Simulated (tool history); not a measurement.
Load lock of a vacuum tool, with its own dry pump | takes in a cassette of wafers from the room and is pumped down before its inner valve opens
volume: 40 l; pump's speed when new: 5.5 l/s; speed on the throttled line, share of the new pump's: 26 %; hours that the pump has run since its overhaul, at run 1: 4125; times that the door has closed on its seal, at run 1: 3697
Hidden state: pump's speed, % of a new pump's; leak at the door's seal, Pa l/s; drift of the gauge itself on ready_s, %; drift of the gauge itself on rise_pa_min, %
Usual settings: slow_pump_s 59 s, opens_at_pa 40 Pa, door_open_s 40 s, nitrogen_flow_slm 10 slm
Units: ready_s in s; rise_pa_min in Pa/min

run     hour  slow_pump_s  opens_at_pa  door_open_s  nitrogen_flow_slm  hours that the pump has run since its overhaul  times that the door has closed on its seal  incoming humidity of the room's air, %  ready_s  rise_pa_min
  1        0           59           40           40                 10                                            4125                                        3697                                    43.6    102.9        0.068
  2      411           59           40           40                 10                                            4536                                        4401                                    46.3    103.3        0.069
  3    877.9           59           40           40                 10                                            5003                                        5201                                    42.8    105.9         0.08
  4   1352.9           59           40           40                 10                                            5478                                        6015                                    45.6    106.1        0.079
  5   1683.3           59           40           40                 10                                            5808                                        6581                                    45.3    105.8        0.084
  6   1888.8           59           40           40                 10                                            6014                                        6933                                    47.2    106.9        0.092
  7   2117.8           59           40           40                 10                                            6243                                        7325                                    45.6    106.1        0.095
  8   2481.8           59           40           40                 10                                            6607                                        7948                                    42.5      108        0.091
  9   2820.7           59           40          137                 10                                            6946                                        8529                                    44.5    106.4        0.131
 10   3058.9           59           40          137                 10                                            7184                                        8937                                      45    106.9        0.137
 11   3344.7           59           40          137                 10                                            7470                                        9426                                    45.4    106.7        0.135
 12   3666.3           59           40          137                 10                                            7791                                        9977                                    47.9    108.8        0.143
 13     3910           59           40          137                 10                                            8035                                       10394                                    43.6    110.3        0.142
 14     4122           59           40           40                  5                                            8247                                       10757                                    43.5    109.7        0.113
 15   4519.4           59           33           40                  5                                            8644                                       11438                                    44.7    110.1        0.129
 16   4831.6           59           34           40                 10                                            8957                                       11973                                    44.6    111.6        0.135
 17   5217.5           59           34           40                 10                                            9342                                       12634                                    46.2    112.1        0.133
 18   5502.7           59           34          101                 10                                            9628                                       13122                                    44.4    111.8        0.163
 19   5869.7           59           34          101                 10                                            9995                                       13751                                    46.6      113        0.175
 20   6325.8           59           34          101                 10                                           10451                                       14532                                    41.8    114.5        0.166
 21   6683.1           59           35           81                 10                                           10808                                       15144                                    42.9    115.1        0.178
 22   7181.6           59           40           40                 12                                           11307                                       15998                                    43.7    113.5        0.165
 23   7433.2           93           40           40                  6                                           11558                                       16429                                    41.6    136.1        0.178
      7524.6  -- dry pump taken out, an overhauled one fitted
 24   7765.3           33           40           91                  6                                             241                                       16987                                    47.8     81.8        0.212
 25   8025.1           80           71          189                 10                                             501                                       17432                                    47.4    113.3        0.236
 26   8246.5          116           56           78                 43                                             722                                       17811                                    42.8    139.3        0.181
 27   8546.1          116           74           42                 43                                            1022                                       18325                                    45.1      139        0.184
 28   8834.4           84           74           42                 16                                            1310                                       18818                                    49.9    115.8        0.211
 29   9294.4           59           40          162                 10                                            1770                                       19606                                    45.2    101.9        0.248
 30     9551           59           40          162                 38                                            2026                                       20046                                    46.2    102.5        0.221
 31   9841.2           57           36           83                  5                                            2317                                       20543                                      47      102        0.259
 32  10061.9           40           36           78                  5                                            2537                                       20921                                      45     89.2        0.261
 33  10493.6           39           58          130                 12                                            2969                                       21660                                    44.8     85.6        0.261
 34  10807.9           39           58          130                 12                                            3283                                       22198                                    44.6       86        0.279
 35  11115.1           74           45          190                 12                                            3591                                       22725                                    43.7    113.4        0.288
 36  11519.7          116           61           40                 29                                            3995                                       23418                                    50.6    142.5        0.258
 37  11828.9          107           46          185                  6                                            4304                                       23947                                    42.6    137.8        0.323
 38  12124.8          107           46          185                  7                                            4600                                       24454                                    41.6    137.6        0.329

3 ways to go on from here, each from the tool as it stands after run 38. What would each give?
  A  12489.4           58           40          104                 19                                            4965                                       25078                                    44.9        ?            ?
  B  12489.4           59           32           40                 10                                            4965                                       25078                                    44.1        ?            ?
  C  12489.4           69           46          185                  7                                            4965                                       25078                                    44.9        ?            ?

run  ready_s  rise_pa_min
  A    104.9        0.306
  B    107.6        0.298
  C    111.2        0.344
Without the tool's hidden state the same runs would have given:
run  ready_s  rise_pa_min
  A     99.9        0.063
  B    102.4        0.054
  C    106.6        0.099
